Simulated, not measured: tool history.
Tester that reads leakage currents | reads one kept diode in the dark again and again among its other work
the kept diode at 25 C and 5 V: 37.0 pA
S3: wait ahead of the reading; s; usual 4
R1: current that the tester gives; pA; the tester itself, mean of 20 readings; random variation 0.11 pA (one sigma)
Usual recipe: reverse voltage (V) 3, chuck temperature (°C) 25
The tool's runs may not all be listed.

run 1 hour=0 | reverse_voltage_(V)=3 chuck_temperature_(°C)=25 S3=4 | R1=35.28
run 2 hour=159.7 | reverse_voltage_(V)=3 chuck_temperature_(°C)=25 S3=4 | R1=35.82
run 3 hour=305.8 | reverse_voltage_(V)=3 chuck_temperature_(°C)=25 S3=4 | R1=36.06
run 4 hour=422.1 | reverse_voltage_(V)=3 chuck_temperature_(°C)=25 S3=4 | R1=36.33
run 5 hour=580.4 | reverse_voltage_(V)=3 chuck_temperature_(°C)=25 S3=4 | R1=36.82
-- hour=735.4 chuck's temperature calibrated
run 6 hour=764.2 | reverse_voltage_(V)=3 chuck_temperature_(°C)=25 S3=4 | R1=38.48
run 7 hour=929 | reverse_voltage_(V)=2.75 chuck_temperature_(°C)=28 S3=1.05 | R1=47.92
run 8 hour=1067.5 | reverse_voltage_(V)=2.75 chuck_temperature_(°C)=28 S3=1.05 | R1=48.61
-- hour=1205 chuck's temperature calibrated, once more
run 9 hour=1240.4 | reverse_voltage_(V)=7.74 chuck_temperature_(°C)=36 S3=1.05 | R1=104.82
run 10 hour=1365.2 | reverse_voltage_(V)=3 chuck_temperature_(°C)=29 S3=1.1 | R1=45.07
run 11 hour=1542.8 | reverse_voltage_(V)=3 chuck_temperature_(°C)=29 S3=1.1 | R1=45.99
run 12 hour=1804 | reverse_voltage_(V)=3.76 chuck_temperature_(°C)=29 S3=0.32 | R1=52.47

What if the next run were any one of these 5? Each begins from the tool's condition after run 12:
run A hour=2013.7 | reverse_voltage_(V)=11.45 chuck_temperature_(°C)=55 S3=0.9 | R1=?
run B hour=2013.7 | reverse_voltage_(V)=1.72 chuck_temperature_(°C)=56 S3=6.79 | R1=?
run C hour=2013.7 | reverse_voltage_(V)=13.65 chuck_temperature_(°C)=29 S3=0.59 | R1=?
run D hour=2013.7 | reverse_voltage_(V)=3 chuck_temperature_(°C)=25 S3=7.48 | R1=?
run E hour=2013.7 | reverse_voltage_(V)=18.77 chuck_temperature_(°C)=25 S3=1.19 | R1=?

run=A R1=450.92
run=B R1=254.8
run=C R1=89.13
run=D R1=34.79
run=E R1=79.19
With no hidden state in the tool, these same runs would have given:
run=A R1=435.18
run=B R1=250.39
run=C R1=75.13
run=D R1=31.45
run=E R1=60.43

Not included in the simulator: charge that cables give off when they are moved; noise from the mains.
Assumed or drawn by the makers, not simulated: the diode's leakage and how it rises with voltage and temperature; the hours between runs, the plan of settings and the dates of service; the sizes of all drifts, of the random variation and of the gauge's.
